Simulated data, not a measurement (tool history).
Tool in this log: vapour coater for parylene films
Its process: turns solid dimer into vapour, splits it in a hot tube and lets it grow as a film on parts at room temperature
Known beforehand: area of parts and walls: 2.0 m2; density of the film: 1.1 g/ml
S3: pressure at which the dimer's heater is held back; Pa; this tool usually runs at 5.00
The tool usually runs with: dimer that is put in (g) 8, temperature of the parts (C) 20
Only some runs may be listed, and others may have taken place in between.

{"run": 1, "hour": 0.0, "dimer that is put in (g)": 8, "temperature of the parts (C)": 20, "S3": 5.0, "thickness of the film (um)": 1.65}
{"run": 2, "hour": 16.2, "dimer that is put in (g)": 8, "temperature of the parts (C)": 20, "S3": 5.0, "thickness of the film (um)": 1.668}
{"run": 3, "hour": 25.2, "dimer that is put in (g)": 8, "temperature of the parts (C)": 20, "S3": 5.0, "thickness of the film (um)": 1.653}
{"run": 4, "hour": 42.3, "dimer that is put in (g)": 8, "temperature of the parts (C)": 20, "S3": 5.0, "thickness of the film (um)": 1.657}
{"run": 5, "hour": 57.1, "dimer that is put in (g)": 8, "temperature of the parts (C)": 20, "S3": 5.0, "thickness of the film (um)": 1.642}
{"run": 6, "hour": 69.9, "dimer that is put in (g)": 8, "temperature of the parts (C)": 20, "S3": 5.0, "thickness of the film (um)": 1.625}
{"run": 7, "hour": 91.5, "dimer that is put in (g)": 8, "temperature of the parts (C)": 20, "S3": 5.0, "thickness of the film (um)": 1.624}
{"run": 8, "hour": 112.3, "dimer that is put in (g)": 8, "temperature of the parts (C)": 20, "S3": 5.0, "thickness of the film (um)": 1.615}
{"run": 9, "hour": 130.5, "dimer that is put in (g)": 8, "temperature of the parts (C)": 20, "S3": 8.17, "thickness of the film (um)": 1.513}
{"run": 10, "hour": 152.2, "dimer that is put in (g)": 8, "temperature of the parts (C)": 20, "S3": 8.17, "thickness of the film (um)": 1.517}
{"run": 11, "hour": 172.1, "dimer that is put in (g)": 8, "temperature of the parts (C)": 20, "S3": 8.17, "thickness of the film (um)": 1.494}
{"run": 12, "hour": 183.2, "dimer that is put in (g)": 8, "temperature of the parts (C)": 20, "S3": 8.17, "thickness of the film (um)": 1.499}
{"run": 13, "hour": 196.2, "dimer that is put in (g)": 8, "temperature of the parts (C)": 20, "S3": 8.17, "thickness of the film (um)": 1.491}
{"run": 14, "hour": 209.5, "dimer that is put in (g)": 8, "temperature of the parts (C)": 20, "S3": 8.17, "thickness of the film (um)": 1.499}
{"hour": 212.5, "done": "table's thermometer calibrated"}
{"run": 15, "hour": 222.1, "dimer that is put in (g)": 8, "temperature of the parts (C)": 20, "S3": 8.17, "thickness of the film (um)": 1.489}
{"run": 16, "hour": 236.7, "dimer that is put in (g)": 8, "temperature of the parts (C)": 20, "S3": 4.81, "thickness of the film (um)": 1.599}
{"run": 17, "hour": 255.6, "dimer that is put in (g)": 7, "temperature of the parts (C)": 20, "S3": 7.87, "thickness of the film (um)": 1.303}
{"hour": 259.6, "done": "table's thermometer calibrated, once more"}
{"run": 18, "hour": 275.3, "dimer that is put in (g)": 4, "temperature of the parts (C)": 20, "S3": 2.08, "thickness of the film (um)": 0.87}
{"hour": 293.8, "done": "trap's valve overhauled"}
{"run": 19, "hour": 298.4, "dimer that is put in (g)": 8, "temperature of the parts (C)": 15, "S3": 2.08, "thickness of the film (um)": 2.23}
{"run": 20, "hour": 312.5, "dimer that is put in (g)": 12, "temperature of the parts (C)": 13, "S3": 11.31, "thickness of the film (um)": 2.771}
{"run": 21, "hour": 323.2, "dimer that is put in (g)": 5, "temperature of the parts (C)": 16, "S3": 6.55, "thickness of the film (um)": 1.134}
{"run": 22, "hour": 335.0, "dimer that is put in (g)": 5, "temperature of the parts (C)": 16, "S3": 3.65, "thickness of the film (um)": 1.244}
{"run": 23, "hour": 354.7, "dimer that is put in (g)": 7, "temperature of the parts (C)": 14, "S3": 7.78, "thickness of the film (um)": 1.662}
{"run": 24, "hour": 373.9, "dimer that is put in (g)": 8, "temperature of the parts (C)": 21, "S3": 5.0, "thickness of the film (um)": 1.61}

Here are 5 independent what-if runs from the current tool condition. What would each one return?
{"run": "A", "hour": 387.6, "dimer that is put in (g)": 6, "temperature of the parts (C)": 14, "S3": 5.03, "thickness of the film (um)": "?"}
{"run": "B", "hour": 387.6, "dimer that is put in (g)": 5, "temperature of the parts (C)": 17, "S3": 5.0, "thickness of the film (um)": "?"}
{"run": "C", "hour": 387.6, "dimer that is put in (g)": 8, "temperature of the parts (C)": 21, "S3": 5.0, "thickness of the film (um)": "?"}
{"run": "D", "hour": 387.6, "dimer that is put in (g)": 7, "temperature of the parts (C)": 14, "S3": 5.0, "thickness of the film (um)": "?"}
{"run": "E", "hour": 387.6, "dimer that is put in (g)": 8, "temperature of the parts (C)": 20, "S3": 9.19, "thickness of the film (um)": "?"}

run=A thickness_of_the_film_(um)=1.491
run=B thickness_of_the_film_(um)=1.124
run=C thickness_of_the_film_(um)=1.610
run=D thickness_of_the_film_(um)=1.749
run=E thickness_of_the_film_(um)=1.506
The same runs, with their run-to-run variation unchanged, on a tool lacking any hidden condition would have given:
run=A thickness_of_the_film_(um)=1.533
run=B thickness_of_the_film_(um)=1.155
run=C thickness_of_the_film_(um)=1.655
run=D thickness_of_the_film_(um)=1.798
run=E thickness_of_the_film_(um)=1.548
